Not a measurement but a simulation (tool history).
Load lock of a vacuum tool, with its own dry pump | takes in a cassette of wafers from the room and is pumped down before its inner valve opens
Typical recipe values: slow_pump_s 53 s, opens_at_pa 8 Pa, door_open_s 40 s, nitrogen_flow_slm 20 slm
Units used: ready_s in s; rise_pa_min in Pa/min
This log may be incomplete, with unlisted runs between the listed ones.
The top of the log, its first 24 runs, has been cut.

| run | day | slow_pump_s | opens_at_pa | door_open_s | nitrogen_flow_slm | hours that the pump has run since its overhaul | times that the door has closed on its seal | incoming humidity of the room's air, % | ready_s | rise_pa_min |
|---|---|---|---|---|---|---|---|---|---|---|
| 25 | 80.246 | 53 | 8 | 38 | 12 | 4295 | 24043 | 43.2 | 91.9 | 0.026 |
| 26 | 83.054 | 37 | 10 | 38 | 12 | 4362 | 24259 | 45.2 | 77.8 | 0.030 |
| 27 | 86.296 | 37 | 10 | 38 | 12 | 4440 | 24507 | 43.9 | 77.7 | 0.023 |
| 28 | 88.392 | 41 | 14 | 49 | 17 | 4490 | 24668 | 41.5 | 79.2 | 0.028 |
| 29 | 92.938 | 31 | 8 | 209 | 19 | 4599 | 25017 | 44.5 | 74.2 | 0.074 |
| 30 | 95.171 | 39 | 15 | 40 | 6 | 4653 | 25188 | 43.7 | 77.9 | 0.032 |
| 31 | 97.350 | 39 | 15 | 206 | 32 | 4705 | 25356 | 40.4 | 77.3 | 0.056 |
| 32 | 100.804 | 39 | 15 | 206 | 32 | 4788 | 25621 | 44.3 | 76.4 | 0.063 |
| 33 | 104.012 | 53 | 8 | 106 | 20 | 4865 | 25867 | 44.7 | 92.2 | 0.049 |
| 34 | 107.858 | 53 | 8 | 106 | 20 | 4957 | 26162 | 45.0 | 91.7 | 0.047 |
| 35 | 110.379 | 53 | 8 | 106 | 15 | 5018 | 26356 | 43.6 | 92.7 | 0.053 |
| 36 | 113.275 | 96 | 6 | 125 | 5 | 5087 | 26578 | 46.9 | 129.1 | 0.073 |
| 37 | 116.004 | 96 | 6 | 125 | 5 | 5153 | 26787 | 42.9 | 129.5 | 0.065 |
| 38 | 120.725 | 96 | 6 | 125 | 5 | 5266 | 27150 | 47.1 | 129.6 | 0.080 |

Each row is a separate what-if for the run after 38, all from the same tool condition, not one after another. Results?
| A | 124.258 | 53 | 11 | 40 | 20 | 5351 | 27421 | 45.7 | ? | ? |
| B | 124.258 | 53 | 8 | 40 | 22 | 5351 | 27421 | 47.0 | ? | ? |
| C | 124.258 | 53 | 9 | 128 | 20 | 5351 | 27421 | 42.5 | ? | ? |

| run | ready_s | rise_pa_min |
|---|---|---|
| A | 90.1 | 0.026 |
| B | 92.1 | 0.024 |
| C | 90.7 | 0.049 |
With no hidden state in the tool, these same runs would have given:
| run | ready_s | rise_pa_min |
|---|---|---|
| A | 90.1 | 0.026 |
| B | 92.1 | 0.024 |
| C | 90.7 | 0.049 |
